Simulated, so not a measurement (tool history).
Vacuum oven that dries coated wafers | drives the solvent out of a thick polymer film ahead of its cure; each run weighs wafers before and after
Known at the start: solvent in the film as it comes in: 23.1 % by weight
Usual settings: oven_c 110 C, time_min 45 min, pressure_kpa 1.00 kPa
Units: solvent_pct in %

run,hour,oven_c,time_min,pressure_kpa,solvent_pct
1,0.0,110,45,1.00,3.04
2,14.5,119,45,1.00,1.13
3,24.1,101,45,1.00,6.47
4,37.7,101,45,1.00,6.48
5,43.9,101,45,1.00,6.58
6,54.6,101,45,1.00,6.43
7,65.5,110,45,0.66,2.91
8,79.9,110,45,0.66,2.86
9,86.0,110,45,0.65,2.85
10,93.0,110,45,0.65,2.99
11,99.3,110,45,1.00,3.11
12,108.4,110,45,1.00,3.03
13,119.0,110,45,1.00,3.12
14,130.1,110,33,1.00,4.84
15,143.8,110,33,1.00,4.92
16,154.3,102,29,3.44,10.45
# hour 157.0: oven's thermocouples calibrated
17,169.3,102,29,3.44,10.46
18,175.1,102,41,3.44,8.44
19,184.6,102,41,3.44,8.39
20,193.0,102,41,3.44,8.40
21,206.6,102,41,3.44,8.43
# hour 212.0: oven's thermocouples calibrated, once more
22,221.7,124,63,1.71,0.79
23,231.3,108,39,1.00,4.75
24,239.6,113,58,1.46,1.87
25,252.1,110,45,3.21,4.70
26,262.7,110,45,3.21,4.62
27,271.3,106,37,2.54,6.77
28,281.2,110,28,1.00,6.12

Forecast each of these 5 alternatives for the next run:
A,287.6,110,61,1.00,?
B,287.6,110,53,1.00,?
C,287.6,114,32,0.56,?
D,287.6,110,40,1.00,?
E,287.6,110,45,2.37,?

run,solvent_pct
A,2.03
B,2.67
C,3.39
D,3.90
E,4.18
Without the tool's hidden state the same runs would have given:
run,solvent_pct
A,1.90
B,2.53
C,3.25
D,3.75
E,4.03
